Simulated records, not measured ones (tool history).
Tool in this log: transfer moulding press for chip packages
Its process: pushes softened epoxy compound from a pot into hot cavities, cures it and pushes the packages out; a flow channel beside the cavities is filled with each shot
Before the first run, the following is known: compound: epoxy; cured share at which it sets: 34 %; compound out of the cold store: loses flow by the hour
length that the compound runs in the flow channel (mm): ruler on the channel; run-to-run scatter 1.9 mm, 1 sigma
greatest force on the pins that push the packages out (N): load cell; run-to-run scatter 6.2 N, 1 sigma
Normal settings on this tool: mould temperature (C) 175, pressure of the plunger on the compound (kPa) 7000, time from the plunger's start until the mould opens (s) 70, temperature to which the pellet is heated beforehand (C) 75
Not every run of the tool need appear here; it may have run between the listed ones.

run    day  mould temperature (C)  pressure of the plunger on the compound (kPa)  time from the plunger's start until the mould opens (s)  temperature to which the pellet is heated beforehand (C)  incoming compound's hours out of the cold store  length that the compound runs in the flow channel (mm)  greatest force on the pins that push the packages out (N)
  1      0                    175                                           7000                                                       70                                                        75                                             10.6                                                     982                                                        243
  2  0.325                    170                                           7000                                                       70                                                        75                                              9.6                                                    1000                                                        325
  3  0.675                    170                                           7000                                                       70                                                        75                                             40.7                                                     907                                                        319
  4  1.088                    175                                           7000                                                       70                                                        77                                             29.7                                                     924                                                        249
  5  1.412                    175                                           7000                                                       70                                                        77                                             34.7                                                     913                                                        229
  6  1.946                    175                                           7000                                                       70                                                        77                                             47.4                                                     879                                                        234
  7  2.375                    175                                           7000                                                       70                                                        77                                             39.7                                                     896                                                        230
  8  2.675                    175                                           7000                                                       70                                                        77                                             38.1                                                     900                                                        236
  9  3.188                    175                                           7000                                                       70                                                        77                                             33.8                                                     915                                                        238
 10  3.629                    175                                           7000                                                       70                                                        75                                             12.6                                                     979                                                        239
 11  3.954                    175                                           6590                                                       70                                                        75                                             17.7                                                     931                                                        236
 12  4.204                    175                                           6590                                                       70                                                        75                                             42.9                                                     869                                                        231
 13  4.575                    175                                           6590                                                       70                                                        75                                             33.5                                                     891                                                        238
 14  4.767                    175                                           7000                                                       70                                                        83                                              9.9                                                     983                                                        245
 15  5.121                    175                                           7000                                                       70                                                        83                                             34.8                                                     912                                                        232
 16  5.583                    175                                           7000                                                       70                                                        83                                             12.8                                                     973                                                        244
 17  5.833                    175                                           6700                                                       73                                                        83                                             22.8                                                     920                                                        226
 18  6.092                    174                                           5460                                                       66                                                        75                                             14.4                                                     860                                                        288
 19  6.417                    174                                           5460                                                       66                                                        75                                               10                                                     871                                                        286
 20  6.804                    174                                           8700                                                       55                                                        85                                             11.9                                                    1091                                                        437
 21  7.162                    174                                           8700                                                       55                                                        85                                             27.9                                                    1040                                                        403
 22  7.504                    174                                           8180                                                       57                                                        85                                             14.3                                                    1054                                                        386
 23  7.825                    174                                           8180                                                       57                                                        85                                             26.4                                                    1013                                                        372
 24  8.167                    174                                           8180                                                       57                                                        85                                             22.4                                                    1027                                                        398
 25  8.483                    183                                           7950                                                       59                                                        76                                             44.7                                                     929                                                        224
 26  8.788                    183                                           5720                                                       59                                                        65                                             31.6                                                     814                                                        223
 27  9.296                    183                                           8280                                                       91                                                        70                                             23.2                                                    1010                                                        195
 28  9.533                    183                                           8280                                                       91                                                        70                                             11.9                                                    1041                                                        184
 29  9.729                    173                                           7000                                                       61                                                        75                                             37.9                                                     907                                                        346

Removed from this log: 4 entries logged between the listed runs. Between which two listed runs does each belong, and how does the tool's hidden state at the listed run before it compare with that at the listed run after it?
Between runs 5 and 6: plunger's sealing rings changed (day 1.946)
  true mould temperature over the reading, C: 0 -> -0.01; pressure that reaches the compound, % of what is set: 99.92 -> 100; grip of the stained cavities, % over clean ones': 0.6 -> 0.7
Between runs 8 and 9: cavities cleaned with cleaning compound and waxed (day 3.042)
  grip of the stained cavities, % over clean ones': 0.8 -> 0.1
Between runs 17 and 18: cavities cleaned with cleaning compound and waxed (day 5.962)
  grip of the stained cavities, % over clean ones': 0.9 -> 0.1
Between runs 26 and 27: cavities cleaned with cleaning compound and waxed (day 8.883)
  pressure that reaches the compound, % of what is set: 99.95 -> 99.94; grip of the stained cavities, % over clean ones': 0.9 -> 0.2
